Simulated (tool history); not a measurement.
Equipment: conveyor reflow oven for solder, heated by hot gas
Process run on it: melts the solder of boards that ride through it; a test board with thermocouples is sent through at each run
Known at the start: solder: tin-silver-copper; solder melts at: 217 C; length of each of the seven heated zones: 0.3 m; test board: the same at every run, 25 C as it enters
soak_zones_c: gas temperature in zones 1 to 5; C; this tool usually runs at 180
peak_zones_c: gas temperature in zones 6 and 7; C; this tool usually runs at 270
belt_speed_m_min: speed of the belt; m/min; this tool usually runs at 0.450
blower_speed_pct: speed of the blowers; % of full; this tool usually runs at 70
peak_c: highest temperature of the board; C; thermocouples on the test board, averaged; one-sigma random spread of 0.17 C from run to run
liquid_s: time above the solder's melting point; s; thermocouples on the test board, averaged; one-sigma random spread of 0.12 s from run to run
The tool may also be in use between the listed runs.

run	hour	soak_zones_c	peak_zones_c	belt_speed_m_min	blower_speed_pct	peak_c	liquid_s
1	0.0	180	270	0.450	70	254.8	64.8
2	22.0	180	270	0.450	70	254.9	64.6
3	35.8	180	270	0.450	70	254.5	64.5
4	51.2	180	270	0.450	89	257.5	67.0
5	77.8	180	270	0.450	89	257.4	67.0
6	102.4	180	270	0.450	89	257.3	67.1
7	129.5	180	270	0.450	70	254.2	64.1
8	148.2	180	270	0.450	70	254.2	64.2
# hour 154.5: belt drive overhauled, speed set with a stopwatch
9	179.8	180	270	0.375	70	258.6	82.1
10	198.3	180	270	0.375	70	258.3	82.0
# hour 216.9: belt drive overhauled, speed set with a stopwatch, once more
11	220.1	180	270	0.375	70	257.9	80.9
12	246.0	180	270	0.375	70	257.6	80.4
13	274.7	180	270	0.375	70	257.9	80.6
# hour 301.7: thermocouples of zones 6 and 7 changed
14	304.3	180	270	0.375	70	259.5	81.9
# hour 336.4: flux residue cleaned out of gas plates and filters
15	338.3	180	259	0.375	70	250.8	76.0
16	359.7	194	260	0.433	55	248.1	68.2
17	378.5	188	260	0.433	55	246.9	63.7
18	397.8	182	260	0.433	61	246.4	61.3
19	410.6	182	260	0.433	61	246.5	61.4

Expected results for the next run?
20	430.3	182	260	0.433	61	?	?

For run 20 the tool returned peak_c 246.6 C, liquid_s 60.8 s.
With no hidden state in the tool, this same run would have given peak_c 247.2 C, liquid_s 61.5 s.

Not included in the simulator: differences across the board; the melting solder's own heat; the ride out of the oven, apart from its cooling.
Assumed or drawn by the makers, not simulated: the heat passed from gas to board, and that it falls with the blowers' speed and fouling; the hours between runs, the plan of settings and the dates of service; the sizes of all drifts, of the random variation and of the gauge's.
